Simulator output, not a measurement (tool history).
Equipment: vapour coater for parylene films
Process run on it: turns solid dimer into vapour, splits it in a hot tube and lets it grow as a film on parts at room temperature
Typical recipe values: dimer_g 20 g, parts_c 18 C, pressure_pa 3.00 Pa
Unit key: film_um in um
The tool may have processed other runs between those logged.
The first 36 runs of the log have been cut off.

Run 37, hour 1471.7: usual settings but dimer_g 15 g, parts_c 24 C, pressure_pa 3.50 Pa. Result: film_um 2.36 um.
Run 38, hour 1509.9: usual settings but dimer_g 13 g, parts_c 17 C, pressure_pa 10.99 Pa. Result: film_um 1.79 um.
Run 39, hour 1550.2: usual settings but dimer_g 33 g, pressure_pa 4.73 Pa. Result: film_um 5.37 um.
Run 40, hour 1591.6: usual settings but dimer_g 33 g, pressure_pa 4.73 Pa. Result: film_um 5.33 um.
Run 41, hour 1646.7: usual settings but dimer_g 24 g, parts_c 19 C, pressure_pa 4.42 Pa. Result: film_um 3.82 um.
At hour 1670.9: trap's valve overhauled.
Run 42, hour 1680.0: usual settings but dimer_g 9 g, pressure_pa 3.54 Pa. Result: film_um 1.63 um.
Run 43, hour 1728.1: usual settings but dimer_g 9 g, pressure_pa 3.54 Pa. Result: film_um 1.62 um.
Run 44, hour 1783.5: usual settings but dimer_g 9 g, pressure_pa 3.54 Pa. Result: film_um 1.56 um.
Run 45, hour 1831.0: usual settings but dimer_g 9 g, parts_c 13 C, pressure_pa 3.25 Pa. Result: film_um 1.77 um.
Run 46, hour 1858.0: usual settings but dimer_g 9 g, parts_c 13 C, pressure_pa 3.25 Pa. Result: film_um 1.78 um.

Branching from run 46: 4 alternative next runs. What would each branch give?
Run A, hour 1895.5: usual settings but parts_c 27 C, pressure_pa 5.03 Pa. Result: film_um ?.
Run B, hour 1895.5: usual settings but dimer_g 9 g, parts_c 30 C, pressure_pa 11.20 Pa. Result: film_um ?.
Run C, hour 1895.5: usual settings but dimer_g 35 g, parts_c 25 C, pressure_pa 2.30 Pa. Result: film_um ?.
Run D, hour 1895.5: usual settings but dimer_g 16 g, parts_c 25 C. Result: film_um ?.

run  film_um
  A     2.66
  B     0.94
  C     5.85
  D     2.54
Without the tool's hidden state the same runs would have given:
run  film_um
  A     2.81
  B     0.99
  C     6.16
  D     2.68
